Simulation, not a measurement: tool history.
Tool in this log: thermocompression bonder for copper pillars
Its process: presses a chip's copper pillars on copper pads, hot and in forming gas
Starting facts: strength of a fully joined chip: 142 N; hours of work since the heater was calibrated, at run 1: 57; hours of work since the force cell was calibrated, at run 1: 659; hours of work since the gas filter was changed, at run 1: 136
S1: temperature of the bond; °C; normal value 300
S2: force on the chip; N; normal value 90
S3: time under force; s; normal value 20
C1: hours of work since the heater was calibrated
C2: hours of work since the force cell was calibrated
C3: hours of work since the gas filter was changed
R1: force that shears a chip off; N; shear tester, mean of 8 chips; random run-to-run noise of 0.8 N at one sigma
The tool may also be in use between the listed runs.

{"run": 1, "hour": 0.0, "S1": 300, "S2": 90, "S3": 20, "C1": 57, "C2": 659, "C3": 136, "R1": 62.9}
{"run": 2, "hour": 24.6, "S1": 300, "S2": 90, "S3": 20, "C1": 70, "C2": 673, "C3": 150, "R1": 62.4}
{"run": 3, "hour": 43.8, "S1": 300, "S2": 90, "S3": 20, "C1": 81, "C2": 683, "C3": 160, "R1": 61.6}
{"run": 4, "hour": 71.3, "S1": 300, "S2": 90, "S3": 20, "C1": 96, "C2": 698, "C3": 175, "R1": 62.6}
{"run": 5, "hour": 94.2, "S1": 300, "S2": 90, "S3": 20, "C1": 108, "C2": 711, "C3": 188, "R1": 62.7}
{"run": 6, "hour": 122.9, "S1": 300, "S2": 90, "S3": 20, "C1": 124, "C2": 727, "C3": 204, "R1": 62.6}
{"run": 7, "hour": 142.0, "S1": 300, "S2": 90, "S3": 20, "C1": 135, "C2": 737, "C3": 214, "R1": 62.2}
{"run": 8, "hour": 155.1, "S1": 300, "S2": 118, "S3": 20, "C1": 142, "C2": 744, "C3": 221, "R1": 79.3}
{"run": 9, "hour": 169.6, "S1": 300, "S2": 90, "S3": 49, "C1": 150, "C2": 752, "C3": 229, "R1": 83.9}
{"run": 10, "hour": 189.7, "S1": 300, "S2": 90, "S3": 49, "C1": 161, "C2": 763, "C3": 240, "R1": 84.3}
{"run": 11, "hour": 210.3, "S1": 300, "S2": 90, "S3": 49, "C1": 172, "C2": 775, "C3": 252, "R1": 84.2}
{"run": 12, "hour": 234.9, "S1": 300, "S2": 90, "S3": 49, "C1": 186, "C2": 788, "C3": 265, "R1": 83.8}
{"run": 13, "hour": 261.2, "S1": 300, "S2": 90, "S3": 21, "C1": 200, "C2": 803, "C3": 280, "R1": 64.2}
{"run": 14, "hour": 277.1, "S1": 300, "S2": 90, "S3": 13, "C1": 209, "C2": 811, "C3": 288, "R1": 52.1}
{"run": 15, "hour": 302.8, "S1": 305, "S2": 90, "S3": 20, "C1": 223, "C2": 825, "C3": 302, "R1": 64.1}
{"run": 16, "hour": 329.6, "S1": 300, "S2": 90, "S3": 20, "C1": 237, "C2": 840, "C3": 317, "R1": 61.0}
{"run": 17, "hour": 347.7, "S1": 300, "S2": 90, "S3": 20, "C1": 247, "C2": 850, "C3": 327, "R1": 61.7}
{"run": 18, "hour": 361.4, "S1": 296, "S2": 90, "S3": 20, "C1": 255, "C2": 858, "C3": 335, "R1": 59.8}
{"run": 19, "hour": 392.8, "S1": 296, "S2": 90, "S3": 20, "C1": 272, "C2": 875, "C3": 352, "R1": 59.0}
{"run": 20, "hour": 413.7, "S1": 296, "S2": 90, "S3": 20, "C1": 284, "C2": 886, "C3": 363, "R1": 59.2}
{"run": 21, "hour": 439.0, "S1": 296, "S2": 90, "S3": 20, "C1": 298, "C2": 900, "C3": 377, "R1": 59.0}
{"run": 22, "hour": 469.2, "S1": 289, "S2": 90, "S3": 20, "C1": 314, "C2": 917, "C3": 394, "R1": 54.8}
{"run": 23, "hour": 494.6, "S1": 320, "S2": 54, "S3": 30, "C1": 328, "C2": 931, "C3": 408, "R1": 51.9}
{"run": 24, "hour": 511.4, "S1": 320, "S2": 54, "S3": 30, "C1": 337, "C2": 940, "C3": 417, "R1": 51.5}
{"hour": 522.9, "done": "forming gas filter changed"}
{"run": 25, "hour": 534.8, "S1": 320, "S2": 57, "S3": 30, "C1": 350, "C2": 953, "C3": 6, "R1": 55.4}
{"run": 26, "hour": 566.1, "S1": 289, "S2": 74, "S3": 30, "C1": 367, "C2": 970, "C3": 24, "R1": 52.7}
{"run": 27, "hour": 589.4, "S1": 289, "S2": 74, "S3": 30, "C1": 380, "C2": 983, "C3": 36, "R1": 54.4}
{"run": 28, "hour": 607.4, "S1": 284, "S2": 69, "S3": 18, "C1": 390, "C2": 992, "C3": 46, "R1": 37.2}
{"run": 29, "hour": 635.9, "S1": 284, "S2": 69, "S3": 18, "C1": 405, "C2": 1008, "C3": 62, "R1": 37.6}
{"run": 30, "hour": 661.4, "S1": 284, "S2": 69, "S3": 18, "C1": 419, "C2": 1022, "C3": 76, "R1": 37.3}
{"run": 31, "hour": 690.0, "S1": 284, "S2": 69, "S3": 18, "C1": 435, "C2": 1038, "C3": 92, "R1": 37.8}
{"run": 32, "hour": 720.8, "S1": 311, "S2": 80, "S3": 20, "C1": 452, "C2": 1055, "C3": 109, "R1": 61.7}
{"run": 33, "hour": 742.3, "S1": 300, "S2": 84, "S3": 20, "C1": 464, "C2": 1067, "C3": 120, "R1": 56.5}
{"run": 34, "hour": 758.7, "S1": 300, "S2": 84, "S3": 20, "C1": 473, "C2": 1075, "C3": 129, "R1": 58.0}
{"run": 35, "hour": 777.0, "S1": 300, "S2": 84, "S3": 20, "C1": 483, "C2": 1086, "C3": 139, "R1": 58.2}
{"run": 36, "hour": 790.4, "S1": 326, "S2": 122, "S3": 33, "C1": 490, "C2": 1093, "C3": 147, "R1": 113.0}
{"run": 37, "hour": 815.9, "S1": 310, "S2": 90, "S3": 11, "C1": 504, "C2": 1107, "C3": 161, "R1": 54.9}

Forecast run 38:
{"run": 38, "hour": 845.7, "S1": 320, "S2": 54, "S3": 31, "C1": 521, "C2": 1123, "C3": 177, "R1": "?"}

{"run 38": {"R1": 52.0}}
With the hidden condition absent and the run-to-run variation left alone, this run would have shown R1 52.3 N.
